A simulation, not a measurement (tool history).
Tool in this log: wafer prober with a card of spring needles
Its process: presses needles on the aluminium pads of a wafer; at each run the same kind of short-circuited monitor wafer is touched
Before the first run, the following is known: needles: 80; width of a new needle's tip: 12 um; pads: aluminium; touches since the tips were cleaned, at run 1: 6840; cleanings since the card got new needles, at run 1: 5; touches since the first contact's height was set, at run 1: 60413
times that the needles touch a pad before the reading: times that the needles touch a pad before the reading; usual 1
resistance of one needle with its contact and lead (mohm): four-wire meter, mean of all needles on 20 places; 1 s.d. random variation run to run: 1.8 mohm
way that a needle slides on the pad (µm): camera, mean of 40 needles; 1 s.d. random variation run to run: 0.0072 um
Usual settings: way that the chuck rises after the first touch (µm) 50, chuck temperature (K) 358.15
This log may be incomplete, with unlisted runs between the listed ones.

run   hour  way that the chuck rises after the first touch (µm)  chuck temperature (K)  times that the needles touch a pad before the reading  touches since the tips were cleaned  cleanings since the card got new needles  touches since the first contact's height was set  resistance of one needle with its contact and lead (mohm)  way that a needle slides on the pad (µm)
  1      0                                                   50                 358.15                                                      1                                 6840                                         5                                             60413                                                        331                                     6.128
       4.1  -- tips cleaned on abrasive film
      16.8  -- tips cleaned on abrasive film
  2     18                                                   50                 358.15                                                      1                                  874                                         7                                             73519                                                        245                                     6.106
      29.8  -- tips cleaned on abrasive film
  3   36.3                                                   60                 358.15                                                      1                                 4771                                         8                                             86848                                                        273                                     7.339
      42.7  -- tips cleaned on abrasive film
  4   47.5                                                   60                 358.15                                                      1                                 3570                                         9                                             95049                                                        262                                     7.329
      55.5  -- tips cleaned on abrasive film
  5   65.1                                                   50                 358.15                                                      2                                 7040                                        10                                            107839                                                        277                                     6.077
      68.8  -- tips cleaned on abrasive film
  6     77                                                   50                 358.15                                                      2                                 5977                                        11                                            116526                                                        274                                     6.075
      81.5  -- tips cleaned on abrasive film
      95.2  -- tips cleaned on abrasive film
  7  102.7                                                   50                 358.15                                                      2                                 5540                                        13                                            135311                                                        272                                     6.048
     109.6  -- tips cleaned on abrasive film
     123.1  -- tips cleaned on abrasive film
     130.3  -- tips cleaned on abrasive film, once more
  8  130.3                                                   50                 358.15                                                      1                                    0                                        16                                            155339                                                        193                                     6.033
     143.8  -- tips cleaned on abrasive film
  9  151.9                                                   50                 358.15                                                      1                                 5972                                        17                                            171119                                                        340                                     6.029
       157  -- tips cleaned on abrasive film
     169.3  -- tips cleaned on abrasive film
     171.3  -- height of the first contact set anew
 10  171.3                                                   50                 358.15                                                      1                                 1235                                        19                                                 0                                                        231                                     6.161
       182  -- tips cleaned on abrasive film
 11  192.3                                                   62                 358.15                                                      1                                 7593                                        20                                             15414                                                        294                                     7.636
     195.2  -- tips cleaned on abrasive film
 12  206.5                                                   47                 325.15                                                      1                                 8322                                        21                                             25754                                                        385                                     5.789
     208.5  -- tips cleaned on abrasive film
     220.7  -- tips cleaned on abrasive film
 13  230.3                                                   43                 326.15                                                      1                                 7008                                        23                                             43059                                                        406                                     5.285
     234.3  -- tips cleaned on abrasive film
     246.6  -- tips cleaned on abrasive film
 14  248.8                                                   43                 326.15                                                      1                                 1599                                        25                                             56502                                                        271                                     5.273
     260.6  -- tips cleaned on abrasive film
 15  269.2                                                   59                 358.15                                                      2                                 6265                                        26                                             71413                                                        252                                     7.229
     273.1  -- tips cleaned on abrasive film
     287.6  -- tips cleaned on abrasive film
 16  292.6                                                   59                 358.15                                                      1                                 3655                                        28                                             88481                                                        280                                     7.215
     300.3  -- tips cleaned on abrasive film
 17  311.2                                                   50                 358.15                                                      2                                 8007                                        29                                            102064                                                        295                                     6.095
     313.8  -- tips cleaned on abrasive film
 18    325                                                   50                 300.15                                                      2                                 8253                                        30                                            112169                                                        291                                     6.096
     327.5  -- tips cleaned on abrasive film
 19  336.7                                                   50                 331.15                                                      3                                 6784                                        31                                            120675                                                        245                                     6.098

Some steps in resistance of one needle with its contact and lead (mohm), run to run, broken into two amounts with sign: the step expected even without the hidden condition (settings, incoming material, random variation), and the rest, left for the hidden condition together with whatever gauge scatter is not in both the measured and the hidden-condition-free result:
Hidden state present: debris on the tips, nm; way that the needles fall short of the set height, um; tips' diameter, um; drift of the gauge itself on contact_mohm, %; drift of the gauge itself on scrub_um, %.
Run 8 -> 9: tips cleaned on abrasive film. resistance of one needle with its contact and lead (mohm) +147: hidden state +142, all else +5.
